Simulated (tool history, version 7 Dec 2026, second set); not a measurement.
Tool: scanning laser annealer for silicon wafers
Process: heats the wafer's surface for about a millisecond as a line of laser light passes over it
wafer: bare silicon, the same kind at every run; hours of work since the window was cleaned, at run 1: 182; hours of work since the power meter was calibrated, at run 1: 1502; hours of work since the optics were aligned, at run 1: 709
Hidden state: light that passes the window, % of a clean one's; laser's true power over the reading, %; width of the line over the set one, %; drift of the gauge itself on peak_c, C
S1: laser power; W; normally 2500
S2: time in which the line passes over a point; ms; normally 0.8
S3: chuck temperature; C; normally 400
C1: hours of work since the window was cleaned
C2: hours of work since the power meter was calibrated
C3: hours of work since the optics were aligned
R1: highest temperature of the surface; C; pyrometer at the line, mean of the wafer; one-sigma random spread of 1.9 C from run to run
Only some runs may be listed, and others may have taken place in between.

Run 1, hour 0: usual settings; C1 182; C2 1502; C3 709. Result: R1 1181 C.
Run 2, hour 60.1: usual settings; C1 220; C2 1540; C3 748. Result: R1 1179 C.
Run 3, hour 144.6: usual settings but S2 0.759 ms; C1 274; C2 1594; C3 802. Result: R1 1145 C.
Run 4, hour 189.3: usual settings but S3 399 C; C1 303; C2 1623; C3 830. Result: R1 1163 C.
Run 5, hour 265: usual settings; C1 351; C2 1671; C3 879. Result: R1 1163 C.
Run 6, hour 321.8: usual settings; C1 388; C2 1707; C3 915. Result: R1 1154 C.
At hour 373: optics aligned, line set to its width.
Run 7, hour 403.6: usual settings but S2 0.694 ms; C1 437; C2 1756; C3 20. Result: R1 1097 C.
Run 8, hour 460.9: usual settings but S2 0.578 ms; C1 473; C2 1793; C3 56. Result: R1 1019 C.
At hour 499.4: window over the wafer cleaned.
Run 9, hour 518.4: usual settings but S2 0.578 ms; C1 12; C2 1828; C3 92. Result: R1 1062 C.
Run 10, hour 559.9: usual settings but S3 373 C; C1 39; C2 1855; C3 118. Result: R1 1170 C.
Run 11, hour 661.7: usual settings but S3 373 C; C1 104; C2 1920; C3 183. Result: R1 1159 C.
Run 12, hour 762.1: usual settings but S3 373 C; C1 168; C2 1984; C3 247. Result: R1 1156 C.
Run 13, hour 810.4: usual settings but S2 0.6 ms; C1 199; C2 2015; C3 278. Result: R1 1059 C.
Run 14, hour 866.5: usual settings but S2 0.6 ms; C1 234; C2 2051; C3 314. Result: R1 1057 C.
Run 15, hour 941.6: usual settings but S1 2355 W; C1 282; C2 2098; C3 362. Result: R1 1117 C.
Run 16, hour 1031.6: usual settings; C1 340; C2 2156; C3 419. Result: R1 1162 C.
Run 17, hour 1091.4: usual settings but S1 2341 W; C1 378; C2 2194; C3 457. Result: R1 1103 C.
Run 18, hour 1188.2: usual settings but S1 2364 W, S3 362 C; C1 440; C2 2256; C3 519. Result: R1 1063 C.
Run 19, hour 1242.3: usual settings but S1 2576 W, S3 436 C; C1 474; C2 2290; C3 554. Result: R1 1214 C.
At hour 1280.6: window over the wafer cleaned.
Run 20, hour 1294.6: usual settings but S1 2695 W, S3 411 C; C1 9; C2 2323; C3 586. Result: R1 1291 C.
Run 21, hour 1382.8: usual settings but S1 2703 W, S2 0.584 ms, S3 396 C; C1 65; C2 2379; C3 642. Result: R1 1123 C.

The next listed run, before its measurement:
Run 22, hour 1476.6: usual settings but S1 2306 W, S2 0.792 ms; C1 125; C2 2439; C3 702. Result: R1 ?.

{"run 22": {"R1": 1112}}
Had the tool carried no hidden state, the very same run would have given R1 1116 C.

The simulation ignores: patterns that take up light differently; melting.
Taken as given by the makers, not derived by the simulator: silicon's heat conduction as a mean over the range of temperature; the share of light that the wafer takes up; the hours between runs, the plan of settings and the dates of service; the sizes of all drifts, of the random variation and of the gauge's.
